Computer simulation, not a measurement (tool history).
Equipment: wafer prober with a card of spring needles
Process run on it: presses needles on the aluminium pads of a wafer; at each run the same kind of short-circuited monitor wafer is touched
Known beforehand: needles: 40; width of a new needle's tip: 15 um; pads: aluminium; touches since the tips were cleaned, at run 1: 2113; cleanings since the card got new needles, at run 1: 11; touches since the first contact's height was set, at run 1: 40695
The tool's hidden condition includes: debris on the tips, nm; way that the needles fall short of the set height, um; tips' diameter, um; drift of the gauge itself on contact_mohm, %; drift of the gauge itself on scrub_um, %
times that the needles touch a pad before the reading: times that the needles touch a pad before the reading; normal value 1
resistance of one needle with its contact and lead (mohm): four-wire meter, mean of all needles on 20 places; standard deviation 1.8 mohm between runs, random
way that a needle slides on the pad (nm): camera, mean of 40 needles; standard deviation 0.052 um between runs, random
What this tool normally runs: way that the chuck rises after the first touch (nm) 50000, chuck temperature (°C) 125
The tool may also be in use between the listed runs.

| run | hour | way that the chuck rises after the first touch (nm) | chuck temperature (°C) | times that the needles touch a pad before the reading | touches since the tips were cleaned | cleanings since the card got new needles | touches since the first contact's height was set | resistance of one needle with its contact and lead (mohm) | way that a needle slides on the pad (nm) |
|---|---|---|---|---|---|---|---|---|---|
| 1 | 0.0 | 50000 | 125 | 1 | 2113 | 11 | 40695 | 235 | 8870 |
|  | 5.0 | tips cleaned on abrasive film |
|  | 14.8 | tips cleaned on abrasive film |
|  | 26.8 | tips cleaned on abrasive film |
|  | 39.0 | tips cleaned on abrasive film |
| 2 | 43.3 | 50000 | 125 | 1 | 1289 | 15 | 53691 | 215 | 8880 |
|  | 50.4 | tips cleaned on abrasive film |
|  | 62.5 | tips cleaned on abrasive film |
|  | 72.3 | tips cleaned on abrasive film |
| 3 | 78.9 | 50000 | 85 | 1 | 1993 | 18 | 64415 | 228 | 8910 |
|  | 83.9 | tips cleaned on abrasive film |
|  | 93.7 | tips cleaned on abrasive film |
|  | 105.9 | tips cleaned on abrasive film |
|  | 118.1 | tips cleaned on abrasive film |
|  | 130.2 | tips cleaned on abrasive film |
| 4 | 130.2 | 50000 | 85 | 1 | 0 | 23 | 79817 | 184 | 8740 |
|  | 142.4 | tips cleaned on abrasive film |
|  | 154.4 | tips cleaned on abrasive film |
|  | 166.4 | tips cleaned on abrasive film |
| 5 | 174.4 | 50000 | 125 | 3 | 2434 | 26 | 93140 | 205 | 8790 |
|  | 177.0 | tips cleaned on abrasive film |
|  | 189.0 | tips cleaned on abrasive film |
| 6 | 198.2 | 50000 | 125 | 3 | 2778 | 28 | 100279 | 209 | 8710 |
|  | 200.7 | tips cleaned on abrasive film |
|  | 212.8 | tips cleaned on abrasive film |
|  | 222.6 | tips cleaned on abrasive film |
|  | 234.8 | tips cleaned on abrasive film |
|  | 244.6 | tips cleaned on abrasive film |
| 7 | 247.6 | 50000 | 125 | 3 | 897 | 33 | 115117 | 196 | 8600 |
|  | 250.3 | height of the first contact set anew |
|  | 255.3 | tips cleaned on abrasive film |
|  | 266.8 | tips cleaned on abrasive film |
| 8 | 273.0 | 50000 | 125 | 1 | 1875 | 35 | 6821 | 244 | 8290 |
|  | 278.0 | tips cleaned on abrasive film |
|  | 289.9 | tips cleaned on abrasive film |
|  | 302.0 | tips cleaned on abrasive film |
|  | 311.8 | tips cleaned on abrasive film |
| 9 | 313.5 | 50000 | 125 | 1 | 531 | 39 | 18990 | 206 | 8220 |
|  | 323.3 | tips cleaned on abrasive film |
|  | 335.4 | tips cleaned on abrasive film |
| 10 | 339.0 | 32000 | 125 | 1 | 1102 | 41 | 26661 | 312 | 4880 |
|  | 346.4 | tips cleaned on abrasive film |
|  | 358.4 | tips cleaned on abrasive film |
|  | 360.8 | height of the first contact set anew, once more |
|  | 370.7 | tips cleaned on abrasive film |
|  | 382.9 | tips cleaned on abrasive film |
| 11 | 388.7 | 50000 | 125 | 1 | 1776 | 45 | 8401 | 222 | 9100 |
|  | 393.5 | tips cleaned on abrasive film |
|  | 405.5 | tips cleaned on abrasive film |
|  | 417.3 | tips cleaned on abrasive film |
|  | 427.1 | tips cleaned on abrasive film |
| 12 | 428.1 | 49000 | 38 | 1 | 279 | 49 | 20201 | 182 | 8750 |
|  | 437.9 | tips cleaned on abrasive film |
|  | 450.1 | tips cleaned on abrasive film |
|  | 459.9 | tips cleaned on abrasive film |
| 13 | 468.5 | 42000 | 123 | 1 | 2603 | 52 | 32375 | 273 | 7520 |
|  | 471.0 | tips cleaned on abrasive film |
|  | 480.8 | tips cleaned on abrasive film |
|  | 493.1 | tips cleaned on abrasive film |
|  | 503.2 | tips cleaned on abrasive film |
| 14 | 503.2 | 42000 | 79 | 2 | 0 | 56 | 42788 | 182 | 7510 |
|  | 515.4 | tips cleaned on abrasive film |
|  | 527.6 | tips cleaned on abrasive film |
|  | 537.4 | tips cleaned on abrasive film |
| 15 | 546.2 | 45000 | 125 | 1 | 2645 | 59 | 55718 | 251 | 7890 |
|  | 548.7 | tips cleaned on abrasive film |
|  | 558.5 | tips cleaned on abrasive film |
|  | 570.7 | tips cleaned on abrasive film |
|  | 582.8 | tips cleaned on abrasive film |
|  | 594.8 | tips cleaned on abrasive film |
| 16 | 595.3 | 45000 | 125 | 1 | 129 | 64 | 70457 | 196 | 7880 |

Forecast each of these 4 alternatives for the next run:
|  | 605.1 | tips cleaned on abrasive film |
|  | 616.9 | tips cleaned on abrasive film |
|  | 628.7 | tips cleaned on abrasive film |
| A | 634.9 | 32000 | 95 | 1 | 1868 | 67 | 82378 | ? | ? |
|  | 605.1 | tips cleaned on abrasive film |
|  | 616.9 | tips cleaned on abrasive film |
|  | 628.7 | tips cleaned on abrasive film |
| B | 634.9 | 50000 | 125 | 1 | 1868 | 67 | 82378 | ? | ? |
|  | 605.1 | tips cleaned on abrasive film |
|  | 616.9 | tips cleaned on abrasive film |
|  | 628.7 | tips cleaned on abrasive film |
| C | 634.9 | 45000 | 125 | 1 | 1868 | 67 | 82378 | ? | ? |
|  | 605.1 | tips cleaned on abrasive film |
|  | 616.9 | tips cleaned on abrasive film |
|  | 628.7 | tips cleaned on abrasive film |
| D | 634.9 | 45000 | 60 | 1 | 1868 | 67 | 82378 | ? | ? |

| run | resistance of one needle with its contact and lead (mohm) | way that a needle slides on the pad (nm) |
|---|---|---|
| A | 311 | 5480 |
| B | 231 | 8810 |
| C | 242 | 7850 |
| D | 239 | 7860 |
Without the tool's hidden state the same runs would have given:
| run | resistance of one needle with its contact and lead (mohm) | way that a needle slides on the pad (nm) |
|---|---|---|
| A | 183 | 5860 |
| B | 180 | 9180 |
| C | 179 | 8220 |
| D | 170 | 8230 |
